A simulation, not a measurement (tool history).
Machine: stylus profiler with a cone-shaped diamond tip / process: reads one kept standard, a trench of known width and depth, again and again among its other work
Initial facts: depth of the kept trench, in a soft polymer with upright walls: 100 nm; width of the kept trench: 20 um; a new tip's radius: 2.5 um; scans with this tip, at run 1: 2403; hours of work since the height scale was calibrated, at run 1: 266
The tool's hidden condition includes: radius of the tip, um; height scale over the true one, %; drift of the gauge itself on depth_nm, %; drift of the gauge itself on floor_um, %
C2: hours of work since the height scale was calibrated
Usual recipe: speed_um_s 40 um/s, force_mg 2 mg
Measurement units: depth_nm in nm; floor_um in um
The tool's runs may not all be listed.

run 1 hour=0 | speed_um_s=40 force_mg=2 | scans_with_this_tip=2403 C2=266 | depth_nm=100.37 floor_um=18.36
run 2 hour=24.3 | speed_um_s=40 force_mg=2 | scans_with_this_tip=2572 C2=284 | depth_nm=100.23 floor_um=18.39
run 3 hour=70.1 | speed_um_s=40 force_mg=2 | scans_with_this_tip=2892 C2=320 | depth_nm=100.33 floor_um=18.37
run 4 hour=96.6 | speed_um_s=40 force_mg=2 | scans_with_this_tip=3076 C2=340 | depth_nm=100.56 floor_um=18.34
run 5 hour=119 | speed_um_s=40 force_mg=2 | scans_with_this_tip=3232 C2=357 | depth_nm=100.27 floor_um=18.35
run 6 hour=137.8 | speed_um_s=40 force_mg=2 | scans_with_this_tip=3363 C2=372 | depth_nm=100.42 floor_um=18.32
run 7 hour=178.7 | speed_um_s=62 force_mg=1.51 | scans_with_this_tip=3648 C2=403 | depth_nm=100.33 floor_um=18.15
run 8 hour=211.8 | speed_um_s=29 force_mg=0.67 | scans_with_this_tip=3878 C2=429 | depth_nm=100.24 floor_um=18.3
run 9 hour=256.1 | speed_um_s=57 force_mg=2.01 | scans_with_this_tip=4187 C2=463 | depth_nm=100.28 floor_um=18.23
run 10 hour=284.5 | speed_um_s=81 force_mg=5.11 | scans_with_this_tip=4385 C2=485 | depth_nm=100.75 floor_um=18.3
run 11 hour=317.1 | speed_um_s=81 force_mg=5.11 | scans_with_this_tip=4612 C2=510 | depth_nm=100.73 floor_um=18.28
run 12 hour=340.5 | speed_um_s=81 force_mg=5.11 | scans_with_this_tip=4774 C2=528 | depth_nm=100.78 floor_um=18.24

Measured result minus the same run's result without the hidden state. Both carry the same run-to-run variation, though not necessarily the same gauge scatter:
run=1 depth_nm=-0.14 floor_um=-0.01
run=2 depth_nm=-0.15 floor_um=-0.01
run=3 depth_nm=-0.16 floor_um=-0.02
run=4 depth_nm=-0.18 floor_um=-0.02
run=5 depth_nm=-0.18 floor_um=-0.03
run=6 depth_nm=-0.19 floor_um=-0.03
run=7 depth_nm=-0.21 floor_um=-0.02
run=8 depth_nm=-0.22 floor_um=-0.03
run=9 depth_nm=-0.24 floor_um=-0.04
run=10 depth_nm=-0.25 floor_um=-0.04
run=11 depth_nm=-0.26 floor_um=-0.04
run=12 depth_nm=-0.27 floor_um=-0.05
